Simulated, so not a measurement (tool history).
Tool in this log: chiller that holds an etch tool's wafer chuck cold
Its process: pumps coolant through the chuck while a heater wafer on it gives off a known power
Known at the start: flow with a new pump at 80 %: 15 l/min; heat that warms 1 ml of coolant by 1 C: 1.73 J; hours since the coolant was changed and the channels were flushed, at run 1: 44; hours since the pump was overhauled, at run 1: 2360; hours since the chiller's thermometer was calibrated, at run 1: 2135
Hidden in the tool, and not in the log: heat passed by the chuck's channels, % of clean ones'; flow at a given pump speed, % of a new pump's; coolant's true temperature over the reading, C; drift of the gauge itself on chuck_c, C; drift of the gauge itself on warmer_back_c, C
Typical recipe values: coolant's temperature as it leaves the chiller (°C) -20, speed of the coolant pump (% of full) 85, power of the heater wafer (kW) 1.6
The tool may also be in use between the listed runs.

run,day,coolant's temperature as it leaves the chiller (°C),speed of the coolant pump (% of full),power of the heater wafer (kW),hours since the coolant was changed and the channels were flushed,hours since the pump was overhauled,hours since the chiller's thermometer was calibrated,chuck's temperature once it has settled (°C),how much warmer the coolant comes back (C)
1,0,-20,85,1.6,44,2360,2135,-9.3,3.48
2,3.017,-20,85,1.6,117,2432,2208,-9.2,3.48
3,6.296,-13,85,1.6,196,2511,2286,-2.2,3.47
4,8.858,-13,85,1.6,257,2573,2348,-2.2,3.46
5,14.146,-13,85,1.6,384,2700,2475,-2.4,3.4
6,20.112,-13,85,1.6,527,2843,2618,-2.3,3.43
7,24.604,-20,85,1.6,635,2950,2726,-9.2,3.4
8,29.783,-20,85,1.6,759,3075,2850,-9.4,3.35
9,32.408,-20,85,1.6,822,3138,2913,-9.1,3.36
# day 35.462: chiller's thermometer calibrated
10,37.421,-20,85,1.871,942,3257,47,-7.4,3.9
11,40.85,-20,85,1.871,1024,3339,129,-7.6,3.9
12,43.625,-20,86,1.6,1090,3406,196,-9.3,3.27
13,47.812,-20,86,1.6,1191,3506,296,-9.6,3.29
14,51.708,-20,86,1.6,1284,3600,390,-9.4,3.25
15,57.621,-20,86,1.6,1426,3742,532,-9.4,3.27
16,63.225,-20,86,1.6,1561,3876,666,-9.5,3.12
17,66.817,-14,94,0.983,1647,3963,752,-7.8,1.68
18,71.796,-20,88,1.6,1766,4082,872,-9.5,3.11
19,74.5,-20,88,1.6,1831,4147,937,-9.6,3.12
20,77.429,-23,91,1.336,1902,4217,1007,-14.5,2.41
21,81.883,-20,87,1.515,2009,4324,1114,-10.2,2.93
22,87.842,-20,87,1.515,2152,4467,1257,-10.2,2.86
23,92.188,-20,87,1.515,2256,4572,1361,-10.2,2.92
24,94.812,-24,82,1.124,2319,4635,1424,-16.4,2.18
25,97.654,-20,85,1.945,2387,4703,1493,-7,3.87
26,102.667,-22,85,1.416,2507,4823,1613,-12.5,2.72
27,105.183,-29,64,1.6,2568,4883,1673,-15.4,4.25
28,109.929,-17,84,1.826,2682,4997,1787,-4.6,3.59
29,113.367,-24,85,0.826,2764,5080,1870,-18.6,1.33
# day 117.646: gauge calibrated
30,117.646,-25,85,0.803,2867,5183,1972,-19.5,1.76
31,122.058,-25,92,0.803,2973,5288,2078,-19.9,1.61
32,126.646,-23,84,1.986,3083,5398,2188,-9.5,4.33

Alternative continuations, all from the tool just after run 32; predict every row:
A,130.188,-12,84,1.986,3168,5483,2273,?,?
B,130.188,-23,94,1.758,3168,5483,2273,?,?
C,130.188,-20,85,2.262,3168,5483,2273,?,?
D,130.188,-20,63,0.809,3168,5483,2273,?,?

run,chuck's temperature once it has settled (°C),how much warmer the coolant comes back (C)
A,1.3,4.31
B,-12.1,3.42
C,-5,4.82
D,-13.1,2.32
Take away the tool's hidden state, keep each run's random variation, and the runs would have read:
run,chuck's temperature once it has settled (°C),how much warmer the coolant comes back (C)
A,1.2,4.36
B,-12.1,3.46
C,-5,4.86
D,-13.1,2.37
